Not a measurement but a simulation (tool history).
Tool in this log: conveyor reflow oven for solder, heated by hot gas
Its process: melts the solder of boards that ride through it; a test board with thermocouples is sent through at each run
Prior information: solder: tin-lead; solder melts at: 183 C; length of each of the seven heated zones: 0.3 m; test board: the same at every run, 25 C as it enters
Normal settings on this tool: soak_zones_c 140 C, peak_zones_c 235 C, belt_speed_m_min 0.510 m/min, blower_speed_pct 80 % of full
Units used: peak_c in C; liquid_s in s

run	day	soak_zones_c	peak_zones_c	belt_speed_m_min	blower_speed_pct	peak_c	liquid_s
1	0.000	140	235	0.510	80	218.0	54.6
2	1.058	140	235	0.498	80	218.6	56.8
3	1.888	137	235	0.510	80	217.2	53.0
4	2.471	137	235	0.510	80	217.0	53.0
5	3.604	137	235	0.510	80	217.2	53.1
# day 4.079: flux residue cleaned out of gas plates and filters
6	5.050	140	235	0.474	80	219.1	60.4
7	5.746	140	235	0.474	80	219.1	60.4
8	6.933	140	235	0.474	80	219.2	60.1
9	7.588	140	235	0.474	80	219.0	60.0
10	8.146	140	235	0.474	80	219.0	60.3
# day 8.621: thermocouples of zones 6 and 7 changed
11	9.062	140	235	0.474	80	217.3	58.8
12	10.038	140	235	0.474	80	217.2	58.7
# day 10.688: flux residue cleaned out of gas plates and filters, once more
13	11.358	140	235	0.474	80	221.1	62.0
14	12.008	140	235	0.510	80	218.6	55.9
15	12.646	140	235	0.510	80	218.7	55.9
16	13.575	138	235	0.510	80	218.3	55.3
17	14.792	126	243	0.602	80	215.9	40.8
18	15.904	126	243	0.602	80	215.9	41.0
19	17.167	128	243	0.602	80	216.4	41.9
20	18.471	126	234	0.507	71	212.3	46.3
21	19.062	126	234	0.507	71	212.5	46.3
22	19.596	125	235	0.575	89	213.4	41.6
23	20.508	125	235	0.575	89	213.4	41.6
24	21.200	155	242	0.423	83	232.5	84.1
25	22.233	132	228	0.510	80	210.9	47.3
26	22.892	140	235	0.510	75	216.8	54.8
27	23.662	140	235	0.602	85	213.8	43.5
28	24.317	140	235	0.602	85	213.7	43.4
29	25.575	140	235	0.602	85	213.4	43.4
30	26.642	138	234	0.478	75	217.6	58.5

Here are 3 independent what-if runs from the current tool condition. What would each one return?
A	27.438	138	241	0.478	75	?	?
B	27.438	139	244	0.478	61	?	?
C	27.438	138	234	0.601	75	?	?

run	peak_c	liquid_s
A	223.6	62.9
B	222.0	61.5
C	209.2	38.8
What these runs would have given with no unlogged condition in the tool:
run	peak_c	liquid_s
A	223.1	60.5
B	221.3	58.9
C	209.0	37.5
